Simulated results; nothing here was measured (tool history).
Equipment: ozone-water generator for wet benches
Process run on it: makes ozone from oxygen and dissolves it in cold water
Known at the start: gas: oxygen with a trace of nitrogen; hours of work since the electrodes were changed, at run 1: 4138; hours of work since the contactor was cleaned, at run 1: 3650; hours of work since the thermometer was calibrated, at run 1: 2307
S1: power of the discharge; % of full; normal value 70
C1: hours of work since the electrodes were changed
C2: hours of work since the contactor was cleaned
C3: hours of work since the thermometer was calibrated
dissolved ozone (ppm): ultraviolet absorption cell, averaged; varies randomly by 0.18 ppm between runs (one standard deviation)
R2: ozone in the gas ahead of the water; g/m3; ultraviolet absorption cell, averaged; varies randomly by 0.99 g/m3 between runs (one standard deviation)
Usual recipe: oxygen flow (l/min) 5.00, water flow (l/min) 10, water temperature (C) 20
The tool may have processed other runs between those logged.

run 1 hour=0.0 | S1=70 oxygen_flow_(l/min)=5.00 water_flow_(l/min)=10 water_temperature_(C)=20 | C1=4138 C2=3650 C3=2307 | dissolved_ozone_(ppm)=22.6 R2=161.9
run 2 hour=150.8 | S1=70 oxygen_flow_(l/min)=5.00 water_flow_(l/min)=8 water_temperature_(C)=20 | C1=4269 C2=3780 C3=2438 | dissolved_ozone_(ppm)=25.3 R2=161.1
run 3 hour=325.3 | S1=70 oxygen_flow_(l/min)=5.00 water_flow_(l/min)=8 water_temperature_(C)=20 | C1=4420 C2=3931 C3=2589 | dissolved_ozone_(ppm)=25.5 R2=164.2
run 4 hour=453.9 | S1=70 oxygen_flow_(l/min)=5.00 water_flow_(l/min)=8 water_temperature_(C)=20 | C1=4531 C2=4042 C3=2700 | dissolved_ozone_(ppm)=25.0 R2=160.6
run 5 hour=540.1 | S1=70 oxygen_flow_(l/min)=5.00 water_flow_(l/min)=10 water_temperature_(C)=20 | C1=4606 C2=4117 C3=2775 | dissolved_ozone_(ppm)=22.5 R2=163.1
run 6 hour=699.8 | S1=70 oxygen_flow_(l/min)=5.00 water_flow_(l/min)=10 water_temperature_(C)=20 | C1=4744 C2=4255 C3=2913 | dissolved_ozone_(ppm)=22.1 R2=160.7
-- hour=779.3 water thermometer calibrated
run 7 hour=879.6 | S1=70 oxygen_flow_(l/min)=5.00 water_flow_(l/min)=10 water_temperature_(C)=20 | C1=4899 C2=4411 C3=87 | dissolved_ozone_(ppm)=22.3 R2=161.3
run 8 hour=1034.9 | S1=70 oxygen_flow_(l/min)=5.00 water_flow_(l/min)=10 water_temperature_(C)=16 | C1=5034 C2=4545 C3=221 | dissolved_ozone_(ppm)=24.0 R2=160.4
run 9 hour=1143.2 | S1=70 oxygen_flow_(l/min)=5.00 water_flow_(l/min)=10 water_temperature_(C)=16 | C1=5127 C2=4639 C3=315 | dissolved_ozone_(ppm)=24.1 R2=160.4
run 10 hour=1331.8 | S1=70 oxygen_flow_(l/min)=5.00 water_flow_(l/min)=10 water_temperature_(C)=16 | C1=5291 C2=4802 C3=478 | dissolved_ozone_(ppm)=23.9 R2=161.7
run 11 hour=1422.8 | S1=70 oxygen_flow_(l/min)=5.00 water_flow_(l/min)=10 water_temperature_(C)=20 | C1=5369 C2=4881 C3=557 | dissolved_ozone_(ppm)=21.8 R2=160.8
run 12 hour=1513.6 | S1=70 oxygen_flow_(l/min)=5.00 water_flow_(l/min)=10 water_temperature_(C)=20 | C1=5448 C2=4959 C3=636 | dissolved_ozone_(ppm)=21.8 R2=160.7
run 13 hour=1707.5 | S1=70 oxygen_flow_(l/min)=5.00 water_flow_(l/min)=10 water_temperature_(C)=20 | C1=5616 C2=5127 C3=803 | dissolved_ozone_(ppm)=21.9 R2=159.0
run 14 hour=1793.4 | S1=72 oxygen_flow_(l/min)=3.89 water_flow_(l/min)=7 water_temperature_(C)=19 | C1=5690 C2=5202 C3=878 | dissolved_ozone_(ppm)=30.0 R2=194.0
run 15 hour=1949.3 | S1=72 oxygen_flow_(l/min)=3.89 water_flow_(l/min)=7 water_temperature_(C)=19 | C1=5825 C2=5337 C3=1013 | dissolved_ozone_(ppm)=30.0 R2=194.0
run 16 hour=2152.2 | S1=72 oxygen_flow_(l/min)=3.89 water_flow_(l/min)=7 water_temperature_(C)=19 | C1=6001 C2=5512 C3=1188 | dissolved_ozone_(ppm)=29.3 R2=192.5
run 17 hour=2364.2 | S1=72 oxygen_flow_(l/min)=3.89 water_flow_(l/min)=7 water_temperature_(C)=19 | C1=6184 C2=5696 C3=1372 | dissolved_ozone_(ppm)=29.4 R2=193.0
run 18 hour=2505.9 | S1=46 oxygen_flow_(l/min)=7.19 water_flow_(l/min)=14 water_temperature_(C)=16 | C1=6307 C2=5818 C3=1495 | dissolved_ozone_(ppm)=13.2 R2=95.7
run 19 hour=2710.0 | S1=70 oxygen_flow_(l/min)=5.00 water_flow_(l/min)=9 water_temperature_(C)=19 | C1=6484 C2=5995 C3=1671 | dissolved_ozone_(ppm)=23.2 R2=157.5
run 20 hour=2906.4 | S1=70 oxygen_flow_(l/min)=5.00 water_flow_(l/min)=9 water_temperature_(C)=17 | C1=6654 C2=6165 C3=1841 | dissolved_ozone_(ppm)=24.0 R2=156.7
run 21 hour=3059.4 | S1=70 oxygen_flow_(l/min)=7.05 water_flow_(l/min)=10 water_temperature_(C)=20 | C1=6786 C2=6297 C3=1974 | dissolved_ozone_(ppm)=18.8 R2=125.1
run 22 hour=3235.3 | S1=99 oxygen_flow_(l/min)=2.66 water_flow_(l/min)=12 water_temperature_(C)=22 | C1=6938 C2=6450 C3=2126 | dissolved_ozone_(ppm)=25.7 R2=302.7
run 23 hour=3329.3 | S1=99 oxygen_flow_(l/min)=2.66 water_flow_(l/min)=12 water_temperature_(C)=22 | C1=7020 C2=6531 C3=2207 | dissolved_ozone_(ppm)=25.4 R2=300.7
run 24 hour=3486.9 | S1=44 oxygen_flow_(l/min)=5.93 water_flow_(l/min)=12 water_temperature_(C)=22 | C1=7156 C2=6667 C3=2344 | dissolved_ozone_(ppm)=12.8 R2=106.0
run 25 hour=3632.1 | S1=79 oxygen_flow_(l/min)=7.24 water_flow_(l/min)=14 water_temperature_(C)=16 | C1=7282 C2=6793 C3=2469 | dissolved_ozone_(ppm)=17.8 R2=130.5
run 26 hour=3765.8 | S1=79 oxygen_flow_(l/min)=7.24 water_flow_(l/min)=14 water_temperature_(C)=23 | C1=7398 C2=6909 C3=2585 | dissolved_ozone_(ppm)=15.7 R2=132.5

A few steps of dissolved ozone (ppm) between consecutive runs. Split each: what settings, incoming material and random variation would produce without the hidden state, and what is left over for the hidden state, along with gauge scatter present in only one of the two compared results (measured, and without hidden state):
Unlogged tool condition in this case: yield of the discharge, % of new electrodes'; contactor's efficiency, % of a clean one's; true water temperature over the reading, C; drift of the gauge itself on ozone_ppm, %; drift of the gauge itself on gas_g_m3, %.
Run 17 -> 18: S1 72 -> 46, oxygen flow (l/min) 3.89 -> 7.19, water flow (l/min) 7 -> 14, water temperature (C) 19 -> 16. dissolved ozone (ppm) -16.2: hidden state +2.2, all else -18.4.
Run 23 -> 24: S1 99 -> 44, oxygen flow (l/min) 2.66 -> 5.93. dissolved ozone (ppm) -12.6: hidden state +3.0, all else -15.6.

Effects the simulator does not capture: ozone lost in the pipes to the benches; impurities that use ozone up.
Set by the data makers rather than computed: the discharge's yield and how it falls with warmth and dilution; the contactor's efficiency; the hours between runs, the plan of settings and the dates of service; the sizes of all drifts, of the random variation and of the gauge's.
